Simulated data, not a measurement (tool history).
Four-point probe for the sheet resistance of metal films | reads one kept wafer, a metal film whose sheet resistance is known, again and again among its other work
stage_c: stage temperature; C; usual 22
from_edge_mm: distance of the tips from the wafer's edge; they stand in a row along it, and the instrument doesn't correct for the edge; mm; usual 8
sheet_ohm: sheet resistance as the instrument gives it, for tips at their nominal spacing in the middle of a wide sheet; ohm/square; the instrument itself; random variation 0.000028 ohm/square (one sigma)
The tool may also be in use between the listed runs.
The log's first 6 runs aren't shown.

{"run": 7, "hour": 179.1, "stage_c": 22, "from_edge_mm": 8, "sheet_ohm": 0.139319}
{"run": 8, "hour": 219.4, "stage_c": 22, "from_edge_mm": 8, "sheet_ohm": 0.139355}
{"run": 9, "hour": 253.0, "stage_c": 22, "from_edge_mm": 8, "sheet_ohm": 0.139336}
{"run": 10, "hour": 274.5, "stage_c": 22, "from_edge_mm": 23, "sheet_ohm": 0.138953}
{"run": 11, "hour": 300.6, "stage_c": 22, "from_edge_mm": 23, "sheet_ohm": 0.13893}
{"run": 12, "hour": 330.9, "stage_c": 25, "from_edge_mm": 8, "sheet_ohm": 0.139161}
{"run": 13, "hour": 358.0, "stage_c": 25, "from_edge_mm": 8, "sheet_ohm": 0.139179}
{"run": 14, "hour": 382.7, "stage_c": 25, "from_edge_mm": 8, "sheet_ohm": 0.139115}
{"run": 15, "hour": 411.7, "stage_c": 22, "from_edge_mm": 9, "sheet_ohm": 0.139252}
{"hour": 414.5, "done": "stage's thermometer calibrated"}
{"run": 16, "hour": 438.7, "stage_c": 22, "from_edge_mm": 9, "sheet_ohm": 0.139209}
{"run": 17, "hour": 457.6, "stage_c": 22, "from_edge_mm": 9, "sheet_ohm": 0.139246}
{"run": 18, "hour": 486.0, "stage_c": 22, "from_edge_mm": 9, "sheet_ohm": 0.139298}
{"run": 19, "hour": 528.3, "stage_c": 22, "from_edge_mm": 9, "sheet_ohm": 0.139257}
{"run": 20, "hour": 565.8, "stage_c": 22, "from_edge_mm": 9, "sheet_ohm": 0.139282}
{"hour": 568.7, "done": "stage's thermometer calibrated, once more"}
{"run": 21, "hour": 591.8, "stage_c": 22, "from_edge_mm": 9, "sheet_ohm": 0.139453}
{"run": 22, "hour": 621.7, "stage_c": 21, "from_edge_mm": 52, "sheet_ohm": 0.139135}
{"run": 23, "hour": 661.7, "stage_c": 18, "from_edge_mm": 27, "sheet_ohm": 0.139408}
{"run": 24, "hour": 695.2, "stage_c": 22, "from_edge_mm": 7, "sheet_ohm": 0.139682}
{"run": 25, "hour": 720.8, "stage_c": 27, "from_edge_mm": 3, "sheet_ohm": 0.141921}
{"run": 26, "hour": 757.1, "stage_c": 27, "from_edge_mm": 3, "sheet_ohm": 0.141966}
{"run": 27, "hour": 783.2, "stage_c": 19, "from_edge_mm": 8, "sheet_ohm": 0.139784}

Forecast run 28:
{"run": 28, "hour": 822.2, "stage_c": 19, "from_edge_mm": 8, "sheet_ohm": "?"}

{"run 28": {"sheet_ohm": 0.13972}}
Without the tool's hidden state the same run would have given sheet_ohm 0.139232 ohm/square.
